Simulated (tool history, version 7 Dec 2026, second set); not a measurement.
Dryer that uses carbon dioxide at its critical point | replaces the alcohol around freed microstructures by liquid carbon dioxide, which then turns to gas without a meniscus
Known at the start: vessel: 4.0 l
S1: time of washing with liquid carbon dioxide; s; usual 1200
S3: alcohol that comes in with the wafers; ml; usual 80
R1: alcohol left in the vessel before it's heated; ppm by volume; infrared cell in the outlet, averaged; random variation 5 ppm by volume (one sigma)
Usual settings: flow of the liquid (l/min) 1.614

{"run": 1, "day": 0.0, "S1": 1200, "flow of the liquid (l/min)": 1.614, "S3": 80, "R1": 72}
{"run": 2, "day": 0.254, "S1": 1200, "flow of the liquid (l/min)": 1.614, "S3": 80, "R1": 80}
{"run": 3, "day": 0.546, "S1": 1200, "flow of the liquid (l/min)": 1.614, "S3": 80, "R1": 80}
{"run": 4, "day": 0.85, "S1": 1200, "flow of the liquid (l/min)": 1.614, "S3": 80, "R1": 87}
{"run": 5, "day": 1.271, "S1": 1200, "flow of the liquid (l/min)": 1.614, "S3": 80, "R1": 82}
{"run": 6, "day": 1.654, "S1": 1200, "flow of the liquid (l/min)": 1.614, "S3": 80, "R1": 78}
{"day": 1.767, "done": "inlet filter changed"}
{"run": 7, "day": 2.05, "S1": 1200, "flow of the liquid (l/min)": 1.614, "S3": 80, "R1": 41}
{"run": 8, "day": 2.404, "S1": 1200, "flow of the liquid (l/min)": 1.614, "S3": 80, "R1": 31}
{"run": 9, "day": 2.612, "S1": 1200, "flow of the liquid (l/min)": 1.614, "S3": 35, "R1": 20}
{"run": 10, "day": 2.842, "S1": 1200, "flow of the liquid (l/min)": 1.614, "S3": 35, "R1": 19}
{"run": 11, "day": 3.071, "S1": 1200, "flow of the liquid (l/min)": 1.614, "S3": 35, "R1": 19}
{"run": 12, "day": 3.475, "S1": 1200, "flow of the liquid (l/min)": 1.614, "S3": 80, "R1": 48}
{"run": 13, "day": 3.704, "S1": 1200, "flow of the liquid (l/min)": 1.614, "S3": 80, "R1": 40}
{"run": 14, "day": 4.075, "S1": 1200, "flow of the liquid (l/min)": 1.614, "S3": 80, "R1": 44}
{"run": 15, "day": 4.329, "S1": 1200, "flow of the liquid (l/min)": 1.614, "S3": 80, "R1": 42}
{"run": 16, "day": 4.625, "S1": 1800, "flow of the liquid (l/min)": 2.25, "S3": 21, "R1": 15}
{"run": 17, "day": 4.904, "S1": 1800, "flow of the liquid (l/min)": 2.25, "S3": 21, "R1": 14}
{"run": 18, "day": 5.362, "S1": 1080, "flow of the liquid (l/min)": 1.53, "S3": 48, "R1": 67}
{"run": 19, "day": 5.575, "S1": 1140, "flow of the liquid (l/min)": 1.57, "S3": 27, "R1": 29}
{"run": 20, "day": 5.867, "S1": 1680, "flow of the liquid (l/min)": 2.63, "S3": 29, "R1": 20}
{"run": 21, "day": 6.071, "S1": 1200, "flow of the liquid (l/min)": 1.614, "S3": 68, "R1": 43}
{"run": 22, "day": 6.483, "S1": 1200, "flow of the liquid (l/min)": 1.614, "S3": 80, "R1": 50}
{"run": 23, "day": 6.842, "S1": 1560, "flow of the liquid (l/min)": 1.04, "S3": 87, "R1": 150}
{"run": 24, "day": 7.233, "S1": 720, "flow of the liquid (l/min)": 1.26, "S3": 29, "R1": 419}
{"run": 25, "day": 7.717, "S1": 1200, "flow of the liquid (l/min)": 1.07, "S3": 80, "R1": 381}
{"run": 26, "day": 8.038, "S1": 720, "flow of the liquid (l/min)": 1.75, "S3": 80, "R1": 347}
{"run": 27, "day": 8.288, "S1": 720, "flow of the liquid (l/min)": 1.614, "S3": 80, "R1": 500}
{"run": 28, "day": 8.521, "S1": 1020, "flow of the liquid (l/min)": 1.614, "S3": 39, "R1": 77}
{"run": 29, "day": 8.867, "S1": 1320, "flow of the liquid (l/min)": 1, "S3": 39, "R1": 192}

Forecast each of these 4 alternatives for the next run:
{"run": "A", "day": 9.296, "S1": 1020, "flow of the liquid (l/min)": 2.72, "S3": 94, "R1": "?"}
{"run": "B", "day": 9.296, "S1": 780, "flow of the liquid (l/min)": 1.45, "S3": 85, "R1": "?"}
{"run": "C", "day": 9.296, "S1": 1560, "flow of the liquid (l/min)": 2.03, "S3": 25, "R1": "?"}
{"run": "D", "day": 9.296, "S1": 1320, "flow of the liquid (l/min)": 1, "S3": 36, "R1": "?"}

run=A R1=18
run=B R1=614
run=C R1=11
run=D R1=189
Without the tool's hidden state the same runs would have given:
run=A R1=1
run=B R1=464
run=C R1=0
run=D R1=133
